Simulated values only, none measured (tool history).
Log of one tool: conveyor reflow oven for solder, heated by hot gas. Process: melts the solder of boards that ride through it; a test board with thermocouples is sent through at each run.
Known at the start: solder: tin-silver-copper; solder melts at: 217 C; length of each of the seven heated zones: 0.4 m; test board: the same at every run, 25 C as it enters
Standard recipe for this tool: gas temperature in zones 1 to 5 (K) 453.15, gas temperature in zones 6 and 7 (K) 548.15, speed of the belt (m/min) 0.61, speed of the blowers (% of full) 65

run,hour,gas temperature in zones 1 to 5 (K),gas temperature in zones 6 and 7 (K),speed of the belt (m/min),speed of the blowers (% of full),highest temperature of the board (K),time above the solder's melting point (s)
1,0,453.15,548.15,0.61,65,525.85,59.6
2,6.5,453.15,548.15,0.61,65,525.35,58.7
3,15.6,453.15,548.15,0.61,65,524.85,59.4
4,29,453.15,550.15,0.61,65,527.05,60.9
5,39.5,453.15,550.15,0.61,65,526.85,60
6,51.8,453.15,550.15,0.61,65,526.15,60.1
7,62.5,453.15,559.15,0.61,65,534.35,66.2
8,77.1,453.15,559.15,0.61,65,534.35,65.6
9,83.5,453.15,559.15,0.61,65,533.85,65.3
10,97.1,453.15,559.15,0.61,65,533.65,64.9
11,106.6,453.15,548.15,0.61,65,525.85,58.6
12,122.2,453.15,548.15,0.61,65,525.05,59.9
13,132.2,453.15,554.15,0.61,65,530.15,63.2
14,147.3,453.15,554.15,0.592,83,537.65,71.8
15,161.7,461.15,537.15,0.592,54,515.85,53.9
16,169,453.15,547.15,0.654,74,525.35,56
17,182.9,467.15,547.15,0.513,63,532.45,85.8
18,195.4,453.15,548.15,0.677,65,520.65,48.4
19,203.4,455.15,548.15,0.61,57,522.15,56.7
20,213.5,455.15,548.15,0.61,57,522.35,55.5
21,222.4,456.15,542.15,0.7,60,512.85,40.8

Consider 3 possible next runs. They are alternatives, not a sequence: every one starts from the tool as it was left by run 21. What does each give?
A,233.3,453.15,548.15,0.695,56,?,?
B,233.3,456.15,542.15,0.672,63,?,?
C,233.3,453.15,548.15,0.571,65,?,?

run,highest temperature of the board (K),time above the solder's melting point (s)
A,515.25,40.2
B,516.85,46.7
C,527.85,65.3
Take away the tool's hidden state, keep each run's random variation, and the runs would have read:
run,highest temperature of the board (K),time above the solder's melting point (s)
A,515.35,40.4
B,517.05,46.8
C,527.95,65.4
